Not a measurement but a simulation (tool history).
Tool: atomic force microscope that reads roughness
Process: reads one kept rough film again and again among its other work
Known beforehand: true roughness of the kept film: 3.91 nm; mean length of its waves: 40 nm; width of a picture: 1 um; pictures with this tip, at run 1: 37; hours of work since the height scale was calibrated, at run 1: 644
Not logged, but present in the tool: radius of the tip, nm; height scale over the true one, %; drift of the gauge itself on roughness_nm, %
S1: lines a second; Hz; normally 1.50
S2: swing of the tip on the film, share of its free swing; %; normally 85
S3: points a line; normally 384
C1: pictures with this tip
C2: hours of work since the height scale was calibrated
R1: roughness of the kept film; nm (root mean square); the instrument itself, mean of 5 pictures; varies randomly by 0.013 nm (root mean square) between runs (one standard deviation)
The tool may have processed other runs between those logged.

run,hour,S1,S2,S3,C1,C2,R1
1,0.0,1.50,85,384,37,644,2.949
2,21.9,1.50,85,384,65,661,2.889
3,42.1,1.50,85,384,90,676,2.818
# hour 50.6: new tip fitted
4,56.7,1.50,62,384,8,686,3.459
5,78.1,1.50,62,384,34,703,3.356
6,92.0,1.50,62,384,52,713,3.315
7,113.9,1.50,62,384,79,730,3.216
# hour 130.6: new tip fitted
8,136.0,1.50,62,384,7,746,3.469
9,151.5,1.50,62,384,26,758,3.404
10,174.0,1.50,62,384,55,775,3.289
11,198.8,1.50,62,384,86,793,3.209
# hour 209.6: new tip fitted
12,218.7,1.50,85,384,11,808,3.014
13,233.9,1.50,74,384,30,819,3.217
14,249.3,1.50,85,384,49,831,2.933
15,269.6,2.55,58,384,74,846,3.193
16,286.8,2.55,58,384,96,859,3.121
# hour 289.7: new tip fitted
17,310.1,2.55,58,384,26,876,3.342
18,323.8,2.38,84,402,43,887,2.667
19,348.0,0.72,78,297,73,905,3.202
# hour 370.6: new tip fitted
20,370.6,3.27,85,384,0,922,2.545
21,381.2,3.27,85,384,13,930,2.519
22,405.7,3.27,85,384,43,948,2.454
23,428.8,3.27,85,384,72,966,2.389
24,443.6,1.08,63,256,91,977,3.233
# hour 451.6: new tip fitted
25,462.2,1.06,57,730,14,990,3.554
26,474.9,1.50,85,885,29,1000,2.986
27,498.2,1.50,63,384,58,1018,3.290

How the hidden state differs across the entries between the runs, from the last listed run before each to the first after it:
From run 3 to run 4: new tip fitted (hour 50.6)
  radius of the tip, nm: 14.6 -> 6.4; height scale over the true one, %: -0.11 -> -0.12
  measured minus no-state result, R1: -0.253 -> -0.049 nm (root mean square)
From run 7 to run 8: new tip fitted (hour 130.6)
  radius of the tip, nm: 14.4 -> 5.9
  measured minus no-state result, R1: -0.284 -> -0.033 nm (root mean square)
From run 11 to run 12: new tip fitted (hour 209.6)
  radius of the tip, nm: 14.5 -> 6.8
  measured minus no-state result, R1: -0.285 -> -0.056 nm (root mean square)
From run 16 to run 17: new tip fitted (hour 289.7)
  radius of the tip, nm: 15.7 -> 8.6
  measured minus no-state result, R1: -0.315 -> -0.119 nm (root mean square)
From run 19 to run 20: new tip fitted (hour 370.6)
  radius of the tip, nm: 13.6 -> 5
  measured minus no-state result, R1: -0.262 -> -0.007 nm (root mean square)
From run 24 to run 25: new tip fitted (hour 451.6)
  radius of the tip, nm: 15.2 -> 6.8; height scale over the true one, %: -0.25 -> -0.26
  measured minus no-state result, R1: -0.313 -> -0.068 nm (root mean square)
